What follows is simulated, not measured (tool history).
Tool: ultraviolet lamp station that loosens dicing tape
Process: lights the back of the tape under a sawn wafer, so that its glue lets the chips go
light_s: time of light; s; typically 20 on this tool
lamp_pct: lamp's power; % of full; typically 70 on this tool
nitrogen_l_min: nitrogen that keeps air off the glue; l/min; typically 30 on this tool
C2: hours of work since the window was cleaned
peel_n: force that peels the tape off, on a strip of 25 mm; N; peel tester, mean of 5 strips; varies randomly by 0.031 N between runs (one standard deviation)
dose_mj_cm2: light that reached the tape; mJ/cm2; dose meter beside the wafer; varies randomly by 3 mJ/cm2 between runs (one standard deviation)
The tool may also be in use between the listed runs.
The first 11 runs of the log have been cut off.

Run 12, hour 392.4: usual settings but light_s 29 s; hours of work of the lamp 337; C2 23. Result: peel_n 0.811 N, dose_mj_cm2 627 mJ/cm2.
Run 13, hour 415.0: usual settings; hours of work of the lamp 350; C2 35. Result: peel_n 1.731 N, dose_mj_cm2 429 mJ/cm2.
Run 14, hour 456.8: usual settings; hours of work of the lamp 373; C2 59. Result: peel_n 1.737 N, dose_mj_cm2 415 mJ/cm2.
Run 15, hour 492.2: usual settings but nitrogen_l_min 11 l/min; hours of work of the lamp 393; C2 78. Result: peel_n 2.572 N, dose_mj_cm2 413 mJ/cm2.
Run 16, hour 518.8: usual settings but nitrogen_l_min 11 l/min; hours of work of the lamp 408; C2 93. Result: peel_n 2.607 N, dose_mj_cm2 404 mJ/cm2.
Run 17, hour 563.3: usual settings but nitrogen_l_min 19 l/min; hours of work of the lamp 432; C2 118. Result: peel_n 2.244 N, dose_mj_cm2 395 mJ/cm2.
Run 18, hour 585.5: usual settings but nitrogen_l_min 19 l/min; hours of work of the lamp 445; C2 130. Result: peel_n 2.252 N, dose_mj_cm2 400 mJ/cm2.
Run 19, hour 612.1: usual settings but nitrogen_l_min 19 l/min; hours of work of the lamp 460; C2 145. Result: peel_n 2.326 N, dose_mj_cm2 386 mJ/cm2.
Run 20, hour 640.0: usual settings but nitrogen_l_min 19 l/min; hours of work of the lamp 475; C2 161. Result: peel_n 2.407 N, dose_mj_cm2 388 mJ/cm2.
Run 21, hour 672.8: usual settings but nitrogen_l_min 20 l/min; hours of work of the lamp 493; C2 179. Result: peel_n 2.435 N, dose_mj_cm2 377 mJ/cm2.
Run 22, hour 716.1: usual settings but nitrogen_l_min 20 l/min; hours of work of the lamp 517; C2 203. Result: peel_n 2.563 N, dose_mj_cm2 365 mJ/cm2.
Run 23, hour 739.3: usual settings but lamp_pct 86 % of full, nitrogen_l_min 12 l/min; hours of work of the lamp 530; C2 216. Result: peel_n 2.143 N, dose_mj_cm2 441 mJ/cm2.
At hour 744.3: window cleaned of glue's vapour.
Run 24, hour 786.2: usual settings but light_s 24 s; hours of work of the lamp 556; C2 23. Result: peel_n 1.277 N, dose_mj_cm2 507 mJ/cm2.
Run 25, hour 827.7: usual settings but light_s 13 s, nitrogen_l_min 59 l/min; hours of work of the lamp 579; C2 46. Result: peel_n 3.005 N, dose_mj_cm2 270 mJ/cm2.
Run 26, hour 860.8: usual settings but nitrogen_l_min 31 l/min; hours of work of the lamp 598; C2 65. Result: peel_n 1.899 N, dose_mj_cm2 405 mJ/cm2.
Run 27, hour 885.9: usual settings but light_s 10 s, lamp_pct 61 % of full, nitrogen_l_min 25 l/min; hours of work of the lamp 612; C2 79. Result: peel_n 5.098 N, dose_mj_cm2 174 mJ/cm2.

What does the tool deliver on the next run?
Run 28, hour 923.6: usual settings but light_s 39 s, lamp_pct 61 % of full, nitrogen_l_min 25 l/min; hours of work of the lamp 633; C2 100. Result: peel_n ?, dose_mj_cm2 ?.

{"run 28": {"peel_n": 0.737, "dose_mj_cm2": 671}}
With no hidden state in the tool, this same run would have given peel_n 0.512 N, dose_mj_cm2 783 mJ/cm2.
